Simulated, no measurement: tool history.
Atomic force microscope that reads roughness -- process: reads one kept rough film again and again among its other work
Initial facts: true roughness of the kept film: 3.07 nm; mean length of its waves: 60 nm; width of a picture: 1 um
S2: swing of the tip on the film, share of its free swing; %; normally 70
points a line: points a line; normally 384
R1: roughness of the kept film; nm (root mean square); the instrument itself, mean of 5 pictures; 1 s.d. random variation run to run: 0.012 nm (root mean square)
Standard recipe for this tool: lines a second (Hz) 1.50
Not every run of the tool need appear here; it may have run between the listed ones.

run 1 hour=0.0 | lines_a_second_(Hz)=1.50 S2=70 points_a_line=384 | R1=2.748
run 2 hour=56.8 | lines_a_second_(Hz)=1.51 S2=70 points_a_line=384 | R1=2.684
-- hour=74.5 new tip fitted
run 3 hour=128.6 | lines_a_second_(Hz)=1.51 S2=70 points_a_line=384 | R1=2.840
run 4 hour=184.6 | lines_a_second_(Hz)=1.50 S2=64 points_a_line=384 | R1=2.822
run 5 hour=224.3 | lines_a_second_(Hz)=1.50 S2=70 points_a_line=384 | R1=2.754
-- hour=272.0 new tip fitted
run 6 hour=295.0 | lines_a_second_(Hz)=1.50 S2=70 points_a_line=729 | R1=2.866
run 7 hour=335.4 | lines_a_second_(Hz)=1.50 S2=70 points_a_line=729 | R1=2.838
run 8 hour=382.4 | lines_a_second_(Hz)=1.50 S2=70 points_a_line=384 | R1=2.794
run 9 hour=439.9 | lines_a_second_(Hz)=1.50 S2=70 points_a_line=384 | R1=2.742
-- hour=471.9 new tip fitted
run 10 hour=483.9 | lines_a_second_(Hz)=1.50 S2=70 points_a_line=384 | R1=2.903
run 11 hour=517.4 | lines_a_second_(Hz)=1.50 S2=70 points_a_line=384 | R1=2.884
run 12 hour=571.1 | lines_a_second_(Hz)=1.50 S2=70 points_a_line=384 | R1=2.805
run 13 hour=619.7 | lines_a_second_(Hz)=1.50 S2=70 points_a_line=384 | R1=2.763
run 14 hour=654.4 | lines_a_second_(Hz)=1.50 S2=70 points_a_line=384 | R1=2.731
-- hour=668.9 new tip fitted
run 15 hour=694.6 | lines_a_second_(Hz)=1.50 S2=70 points_a_line=384 | R1=2.895
run 16 hour=744.4 | lines_a_second_(Hz)=1.50 S2=70 points_a_line=384 | R1=2.832
-- hour=749.7 height scale calibrated on a step standard
run 17 hour=800.7 | lines_a_second_(Hz)=0.62 S2=67 points_a_line=413 | R1=2.865
run 18 hour=863.7 | lines_a_second_(Hz)=1.24 S2=57 points_a_line=502 | R1=2.813
-- hour=868.8 new tip fitted
run 19 hour=905.2 | lines_a_second_(Hz)=0.70 S2=77 points_a_line=859 | R1=2.949
run 20 hour=946.2 | lines_a_second_(Hz)=0.68 S2=57 points_a_line=1006 | R1=2.965
run 21 hour=995.4 | lines_a_second_(Hz)=1.88 S2=57 points_a_line=487 | R1=2.860
run 22 hour=1029.1 | lines_a_second_(Hz)=1.88 S2=57 points_a_line=487 | R1=2.851
-- hour=1067.9 new tip fitted
run 23 hour=1095.5 | lines_a_second_(Hz)=0.76 S2=73 points_a_line=541 | R1=2.964
-- hour=1113.6 height scale calibrated on a step standard, once more
run 24 hour=1140.0 | lines_a_second_(Hz)=1.02 S2=73 points_a_line=541 | R1=2.787
run 25 hour=1209.4 | lines_a_second_(Hz)=0.83 S2=73 points_a_line=541 | R1=2.762
run 26 hour=1251.9 | lines_a_second_(Hz)=0.86 S2=73 points_a_line=696 | R1=2.747
-- hour=1268.3 new tip fitted
run 27 hour=1304.8 | lines_a_second_(Hz)=0.86 S2=73 points_a_line=696 | R1=2.875
run 28 hour=1341.6 | lines_a_second_(Hz)=0.95 S2=70 points_a_line=384 | R1=2.819
run 29 hour=1390.2 | lines_a_second_(Hz)=1.93 S2=70 points_a_line=376 | R1=2.716
run 30 hour=1434.0 | lines_a_second_(Hz)=1.93 S2=70 points_a_line=376 | R1=2.665
-- hour=1466.6 new tip fitted
run 31 hour=1503.6 | lines_a_second_(Hz)=1.54 S2=70 points_a_line=768 | R1=2.822
run 32 hour=1564.0 | lines_a_second_(Hz)=0.60 S2=72 points_a_line=932 | R1=2.882

Each row is a separate what-if for the run after 32, all from the same tool condition, not one after another. Results?
run A hour=1627.0 | lines_a_second_(Hz)=0.60 S2=72 points_a_line=446 | R1=?
run B hour=1627.0 | lines_a_second_(Hz)=0.60 S2=71 points_a_line=932 | R1=?
run C hour=1627.0 | lines_a_second_(Hz)=1.13 S2=88 points_a_line=513 | R1=?
run D hour=1627.0 | lines_a_second_(Hz)=0.95 S2=70 points_a_line=384 | R1=?

run=A R1=2.782
run=B R1=2.805
run=C R1=2.628
run=D R1=2.773
Had the tool no hidden state, the same runs would have come out as:
run=A R1=2.930
run=B R1=2.954
run=C R1=2.768
run=D R1=2.921
